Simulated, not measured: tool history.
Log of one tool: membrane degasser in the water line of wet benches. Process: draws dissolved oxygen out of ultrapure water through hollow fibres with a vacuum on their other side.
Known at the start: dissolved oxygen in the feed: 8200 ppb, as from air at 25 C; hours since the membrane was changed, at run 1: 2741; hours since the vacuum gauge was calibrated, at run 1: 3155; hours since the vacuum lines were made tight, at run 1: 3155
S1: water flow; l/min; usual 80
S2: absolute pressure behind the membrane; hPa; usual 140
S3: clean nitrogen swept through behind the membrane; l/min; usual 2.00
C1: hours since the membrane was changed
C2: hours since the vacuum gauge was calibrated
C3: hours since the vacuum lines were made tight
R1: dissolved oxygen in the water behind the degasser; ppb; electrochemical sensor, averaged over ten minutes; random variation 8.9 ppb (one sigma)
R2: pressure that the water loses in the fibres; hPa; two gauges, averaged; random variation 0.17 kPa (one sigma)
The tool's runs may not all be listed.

{"run": 1, "hour": 0.0, "S1": 80, "S2": 140, "S3": 2.0, "C1": 2741, "C2": 3155, "C3": 3155, "R1": 1002.3, "R2": 279.2}
{"run": 2, "hour": 169.0, "S1": 80, "S2": 140, "S3": 2.0, "C1": 2910, "C2": 3324, "C3": 3324, "R1": 994.6, "R2": 280.4}
{"run": 3, "hour": 408.5, "S1": 80, "S2": 140, "S3": 2.0, "C1": 3150, "C2": 3564, "C3": 3564, "R1": 988.3, "R2": 283.9}
{"run": 4, "hour": 591.3, "S1": 80, "S2": 140, "S3": 2.0, "C1": 3333, "C2": 3747, "C3": 3747, "R1": 992.9, "R2": 283.2}
{"run": 5, "hour": 714.0, "S1": 80, "S2": 140, "S3": 2.0, "C1": 3455, "C2": 3869, "C3": 3869, "R1": 998.7, "R2": 282.5}
{"run": 6, "hour": 940.8, "S1": 80, "S2": 140, "S3": 2.0, "C1": 3682, "C2": 4096, "C3": 4096, "R1": 1008.0, "R2": 285.4}
{"run": 7, "hour": 1173.9, "S1": 80, "S2": 140, "S3": 2.0, "C1": 3915, "C2": 4329, "C3": 4329, "R1": 1004.8, "R2": 280.4}
{"run": 8, "hour": 1329.2, "S1": 80, "S2": 140, "S3": 2.0, "C1": 4070, "C2": 4484, "C3": 4484, "R1": 1015.3, "R2": 284.3}
{"run": 9, "hour": 1617.0, "S1": 80, "S2": 89, "S3": 2.0, "C1": 4358, "C2": 4772, "C3": 4772, "R1": 662.4, "R2": 284.4}
{"run": 10, "hour": 1840.4, "S1": 80, "S2": 97, "S3": 2.0, "C1": 4582, "C2": 4996, "C3": 4996, "R1": 721.3, "R2": 285.7}
{"run": 11, "hour": 1976.8, "S1": 80, "S2": 140, "S3": 2.0, "C1": 4718, "C2": 5132, "C3": 5132, "R1": 1008.3, "R2": 283.6}
{"run": 12, "hour": 2247.4, "S1": 80, "S2": 140, "S3": 2.0, "C1": 4989, "C2": 5403, "C3": 5403, "R1": 1011.5, "R2": 289.2}
{"run": 13, "hour": 2525.0, "S1": 80, "S2": 140, "S3": 2.0, "C1": 5266, "C2": 5680, "C3": 5680, "R1": 1006.9, "R2": 287.9}
{"run": 14, "hour": 2685.0, "S1": 80, "S2": 144, "S3": 2.0, "C1": 5426, "C2": 5840, "C3": 5840, "R1": 1034.0, "R2": 287.4}
{"run": 15, "hour": 2822.7, "S1": 80, "S2": 144, "S3": 2.0, "C1": 5564, "C2": 5978, "C3": 5978, "R1": 1046.5, "R2": 285.4}
{"run": 16, "hour": 3092.7, "S1": 80, "S2": 144, "S3": 2.0, "C1": 5834, "C2": 6248, "C3": 6248, "R1": 1054.0, "R2": 289.0}
{"run": 17, "hour": 3309.6, "S1": 80, "S2": 140, "S3": 1.84, "C1": 6051, "C2": 6465, "C3": 6465, "R1": 1083.0, "R2": 289.4}
{"run": 18, "hour": 3464.3, "S1": 80, "S2": 140, "S3": 1.84, "C1": 6206, "C2": 6620, "C3": 6620, "R1": 1093.1, "R2": 288.7}
{"hour": 3600.6, "done": "seals of the vacuum lines changed"}
{"run": 19, "hour": 3722.1, "S1": 80, "S2": 140, "S3": 1.84, "C1": 6461, "C2": 6875, "C3": 122, "R1": 1094.9, "R2": 288.4}
{"hour": 3794.6, "done": "vacuum gauge calibrated"}
{"run": 20, "hour": 3978.4, "S1": 80, "S2": 140, "S3": 1.84, "C1": 6717, "C2": 184, "C3": 377, "R1": 1058.4, "R2": 292.0}
{"run": 21, "hour": 4133.0, "S1": 80, "S2": 140, "S3": 1.53, "C1": 6872, "C2": 338, "C3": 532, "R1": 1178.9, "R2": 291.3}
{"run": 22, "hour": 4357.4, "S1": 80, "S2": 140, "S3": 1.53, "C1": 7096, "C2": 563, "C3": 756, "R1": 1183.2, "R2": 294.0}
{"run": 23, "hour": 4478.4, "S1": 80, "S2": 234, "S3": 1.53, "C1": 7217, "C2": 684, "C3": 877, "R1": 1864.5, "R2": 292.1}
{"run": 24, "hour": 4725.3, "S1": 69, "S2": 217, "S3": 1.49, "C1": 7464, "C2": 931, "C3": 1124, "R1": 1552.7, "R2": 248.4}
{"run": 25, "hour": 4980.1, "S1": 69, "S2": 217, "S3": 1.49, "C1": 7719, "C2": 1185, "C3": 1379, "R1": 1541.4, "R2": 253.2}
{"run": 26, "hour": 5170.4, "S1": 97, "S2": 101, "S3": 2.0, "C1": 7909, "C2": 1376, "C3": 1569, "R1": 983.0, "R2": 354.4}
{"run": 27, "hour": 5395.6, "S1": 80, "S2": 203, "S3": 2.0, "C1": 8134, "C2": 1601, "C3": 1794, "R1": 1413.1, "R2": 294.8}
{"run": 28, "hour": 5601.9, "S1": 80, "S2": 203, "S3": 2.0, "C1": 8341, "C2": 1807, "C3": 2001, "R1": 1395.9, "R2": 294.6}
{"run": 29, "hour": 5805.8, "S1": 76, "S2": 232, "S3": 1.68, "C1": 8545, "C2": 2011, "C3": 2205, "R1": 1666.6, "R2": 276.7}
{"run": 30, "hour": 6026.9, "S1": 63, "S2": 206, "S3": 2.0, "C1": 8766, "C2": 2232, "C3": 2426, "R1": 1137.6, "R2": 231.9}
{"run": 31, "hour": 6312.6, "S1": 93, "S2": 244, "S3": 4.81, "C1": 9051, "C2": 2518, "C3": 2711, "R1": 1152.8, "R2": 347.3}
{"run": 32, "hour": 6529.5, "S1": 93, "S2": 244, "S3": 4.81, "C1": 9268, "C2": 2735, "C3": 2928, "R1": 1146.2, "R2": 350.2}
{"run": 33, "hour": 6671.6, "S1": 66, "S2": 87, "S3": 4.81, "C1": 9410, "C2": 2877, "C3": 3070, "R1": 324.3, "R2": 245.9}

3 ways to go on from here, each from the tool as it stands after run 33. What would each give?
{"run": "A", "hour": 6868.1, "S1": 128, "S2": 150, "S3": 4.81, "C1": 9607, "C2": 3073, "C3": 3267, "R1": "?", "R2": "?"}
{"run": "B", "hour": 6868.1, "S1": 66, "S2": 194, "S3": 4.81, "C1": 9607, "C2": 3073, "C3": 3267, "R1": "?", "R2": "?"}
{"run": "C", "hour": 6868.1, "S1": 80, "S2": 123, "S3": 1.81, "C1": 9607, "C2": 3073, "C3": 3267, "R1": "?", "R2": "?"}

run=A R1=1348.6 R2=476.8
run=B R1=636.2 R2=247.7
run=C R1=972.1 R2=299.2
Without the tool's hidden state the same runs would have given:
run=A R1=1206.8 R2=437.5
run=B R1=588.1 R2=227.4
run=C R1=897.5 R2=274.5
